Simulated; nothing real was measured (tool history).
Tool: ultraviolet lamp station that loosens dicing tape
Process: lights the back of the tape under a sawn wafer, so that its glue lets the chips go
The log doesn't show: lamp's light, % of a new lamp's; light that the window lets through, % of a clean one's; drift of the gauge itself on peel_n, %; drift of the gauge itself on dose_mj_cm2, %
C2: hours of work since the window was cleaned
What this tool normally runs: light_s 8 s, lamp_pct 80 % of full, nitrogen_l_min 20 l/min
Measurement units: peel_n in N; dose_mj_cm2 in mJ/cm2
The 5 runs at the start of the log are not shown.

run 6 day=1.721 | light_s=8 lamp_pct=80 nitrogen_l_min=20 | hours_of_work_of_the_lamp=196 C2=134 | peel_n=1.427 dose_mj_cm2=290
run 7 day=2.167 | light_s=8 lamp_pct=80 nitrogen_l_min=20 | hours_of_work_of_the_lamp=202 C2=140 | peel_n=1.491 dose_mj_cm2=294
run 8 day=2.433 | light_s=12 lamp_pct=80 nitrogen_l_min=20 | hours_of_work_of_the_lamp=206 C2=144 | peel_n=0.564 dose_mj_cm2=432
run 9 day=2.908 | light_s=7 lamp_pct=80 nitrogen_l_min=20 | hours_of_work_of_the_lamp=213 C2=151 | peel_n=1.926 dose_mj_cm2=252
run 10 day=3.133 | light_s=7 lamp_pct=80 nitrogen_l_min=20 | hours_of_work_of_the_lamp=217 C2=154 | peel_n=1.934 dose_mj_cm2=257
run 11 day=3.392 | light_s=7 lamp_pct=80 nitrogen_l_min=20 | hours_of_work_of_the_lamp=220 C2=158 | peel_n=2.009 dose_mj_cm2=253
run 12 day=3.7 | light_s=7 lamp_pct=80 nitrogen_l_min=20 | hours_of_work_of_the_lamp=225 C2=163 | peel_n=1.928 dose_mj_cm2=247
run 13 day=4.067 | light_s=7 lamp_pct=71 nitrogen_l_min=20 | hours_of_work_of_the_lamp=230 C2=168 | peel_n=2.361 dose_mj_cm2=225
-- day=4.129 window cleaned of glue's vapour
run 14 day=4.429 | light_s=7 lamp_pct=71 nitrogen_l_min=16 | hours_of_work_of_the_lamp=235 C2=4 | peel_n=2.789 dose_mj_cm2=216
run 15 day=4.679 | light_s=7 lamp_pct=71 nitrogen_l_min=16 | hours_of_work_of_the_lamp=239 C2=8 | peel_n=2.83 dose_mj_cm2=213
-- day=4.804 window cleaned of glue's vapour, once more
run 16 day=4.9 | light_s=8 lamp_pct=80 nitrogen_l_min=20 | hours_of_work_of_the_lamp=242 C2=1 | peel_n=1.289 dose_mj_cm2=305
run 17 day=5.096 | light_s=8 lamp_pct=80 nitrogen_l_min=12 | hours_of_work_of_the_lamp=245 C2=4 | peel_n=1.94 dose_mj_cm2=306
run 18 day=5.371 | light_s=8 lamp_pct=80 nitrogen_l_min=20 | hours_of_work_of_the_lamp=249 C2=8 | peel_n=1.289 dose_mj_cm2=305
run 19 day=5.808 | light_s=8 lamp_pct=80 nitrogen_l_min=20 | hours_of_work_of_the_lamp=255 C2=15 | peel_n=1.313 dose_mj_cm2=306
run 20 day=6.212 | light_s=8 lamp_pct=80 nitrogen_l_min=20 | hours_of_work_of_the_lamp=261 C2=20 | peel_n=1.3 dose_mj_cm2=297

Estimate the outcome of run 21 from the log above:
run 21 day=6.429 | light_s=8 lamp_pct=62 nitrogen_l_min=16 | hours_of_work_of_the_lamp=264 C2=24 | peel_n=? dose_mj_cm2=?

For run 21 the tool returned peel_n 2.457 N, dose_mj_cm2 234 mJ/cm2.
With no hidden state in the tool, this same run would have given peel_n 2.271 N, dose_mj_cm2 246 mJ/cm2.
